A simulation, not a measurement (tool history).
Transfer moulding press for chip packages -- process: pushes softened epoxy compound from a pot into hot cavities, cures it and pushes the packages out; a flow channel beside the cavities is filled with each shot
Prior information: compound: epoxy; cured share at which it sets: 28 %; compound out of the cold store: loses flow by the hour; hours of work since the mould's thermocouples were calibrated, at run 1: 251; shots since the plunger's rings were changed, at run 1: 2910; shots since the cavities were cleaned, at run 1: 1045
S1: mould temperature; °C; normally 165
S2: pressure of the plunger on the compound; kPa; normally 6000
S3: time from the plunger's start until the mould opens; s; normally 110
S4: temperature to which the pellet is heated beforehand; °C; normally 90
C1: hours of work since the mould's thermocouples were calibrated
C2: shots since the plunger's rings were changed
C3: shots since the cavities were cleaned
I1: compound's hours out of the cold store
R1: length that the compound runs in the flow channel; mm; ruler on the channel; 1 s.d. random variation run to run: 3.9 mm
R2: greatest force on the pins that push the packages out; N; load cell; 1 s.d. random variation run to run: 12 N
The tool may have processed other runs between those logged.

run	day	S1	S2	S3	S4	C1	C2	C3	I1	R1	R2
1	0.000	165	6000	110	90	251	2910	1045	31.5	599	554
# day 0.558: cavities cleaned with cleaning compound and waxed
2	0.558	165	6000	110	90	258	3043	0	29.9	604	566
3	1.133	165	6000	110	90	267	3198	155	47.1	562	537
4	1.425	165	6000	110	90	272	3276	233	41.4	578	558
5	2.096	165	6000	110	90	282	3455	412	21.7	624	550
6	2.375	165	6000	110	90	286	3530	487	19.2	631	575
7	2.658	165	6000	110	90	291	3607	564	44.1	570	563
8	3.154	165	6000	110	90	298	3740	697	23.7	624	574
9	3.817	165	6000	110	90	308	3917	874	35.7	587	551
10	4.283	165	6000	110	90	316	4043	1000	44.1	568	522
# day 5.012: cavities cleaned with cleaning compound and waxed
11	5.029	165	6000	100	90	326	4226	4	30.1	600	668
12	5.533	165	6000	100	90	334	4361	139	33.2	595	666
13	5.979	165	6000	149	90	341	4481	259	33.7	599	462
14	6.667	165	6000	149	90	351	4665	443	23.7	621	459
15	7.312	159	6000	110	90	361	4839	617	43.9	588	809
16	7.604	165	6000	94	81	366	4917	695	18.3	643	806
17	7.904	160	6000	94	81	371	4998	776	31.2	617	1164
18	8.425	160	6000	94	81	379	5137	915	14.0	668	1229
19	8.946	165	6000	110	100	387	5277	1055	33.7	589	551
# day 9.454: cavities cleaned with cleaning compound and waxed
20	9.571	165	6000	110	100	395	5428	31	15.2	641	567
21	10.229	165	6000	110	100	405	5605	208	26.9	611	545
22	10.562	165	7200	150	90	411	5694	297	39.4	626	461
# day 11.150: plunger's sealing rings changed
23	11.317	165	7200	150	90	421	45	472	29.1	664	448
24	11.638	166	4840	139	83	425	131	558	29.3	543	463
25	12.321	166	4840	139	83	436	314	741	24.7	546	469
26	12.908	165	6000	115	90	445	471	898	11.1	652	546
27	13.546	165	5390	96	91	455	643	1070	43.3	541	673
# day 13.996: cavities cleaned with cleaning compound and waxed
28	14.179	165	6050	96	89	464	795	48	19.2	632	734
29	14.658	165	4990	105	82	471	924	177	33.8	543	597

Forecast each of these 3 alternatives for the next run:
A	15.279	164	6000	110	90	481	1091	344	29.2	?	?
B	15.279	164	4990	96	95	481	1091	344	31.2	?	?
C	15.279	165	6060	116	88	481	1091	344	16.5	?	?

run	R1	R2
A	609	591
B	548	779
C	643	530
Without the tool's unlogged condition, the same runs would have read:
run	R1	R2
A	609	584
B	548	769
C	643	523

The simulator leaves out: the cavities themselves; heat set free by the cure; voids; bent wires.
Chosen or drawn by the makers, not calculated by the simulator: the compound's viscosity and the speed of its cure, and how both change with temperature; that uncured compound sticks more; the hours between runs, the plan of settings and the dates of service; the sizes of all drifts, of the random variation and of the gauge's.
